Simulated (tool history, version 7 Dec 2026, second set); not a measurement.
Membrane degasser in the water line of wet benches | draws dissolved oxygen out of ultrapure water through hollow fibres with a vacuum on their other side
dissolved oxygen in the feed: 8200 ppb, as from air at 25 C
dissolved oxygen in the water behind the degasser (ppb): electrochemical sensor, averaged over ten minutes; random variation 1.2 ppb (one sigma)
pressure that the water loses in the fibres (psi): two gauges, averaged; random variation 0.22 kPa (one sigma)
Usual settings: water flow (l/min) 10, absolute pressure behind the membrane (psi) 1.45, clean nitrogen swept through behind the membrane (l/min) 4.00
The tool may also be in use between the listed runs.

run	hour	water flow (l/min)	absolute pressure behind the membrane (psi)	clean nitrogen swept through behind the membrane (l/min)	dissolved oxygen in the water behind the degasser (ppb)	pressure that the water loses in the fibres (psi)
1	0.0	10	1.45	4.00	135.1	8.100
2	130.7	10	1.45	4.00	135.7	8.138
3	292.8	10	1.45	4.00	135.0	8.099
4	441.5	9	1.45	4.00	107.2	7.274
5	552.0	10	1.45	9.78	111.6	8.112
6	724.3	10	1.33	9.78	107.0	8.183
# hour 753.0: vacuum gauge calibrated
7	889.4	10	1.33	9.78	107.4	8.183
8	1082.4	7	2.65	9.78	56.3	5.733
9	1252.3	7	2.65	9.78	56.9	5.733
10	1340.9	10	0.94	6.39	107.8	8.272
11	1464.1	10	0.94	6.39	109.5	8.215

3 ways to go on from here, each from the tool as it stands after run 11. What would each give?
A	1551.4	8	0.94	7.54	?	?
B	1551.4	6	1.00	2.62	?	?
C	1551.4	7	2.00	2.90	?	?

run	dissolved oxygen in the water behind the degasser (ppb)	pressure that the water loses in the fibres (psi)
A	55.6	6.534
B	37.9	4.950
C	93.7	5.735
Without the tool's hidden state the same runs would have given:
run	dissolved oxygen in the water behind the degasser (ppb)	pressure that the water loses in the fibres (psi)
A	46.1	6.269
B	33.3	4.750
C	85.7	5.503
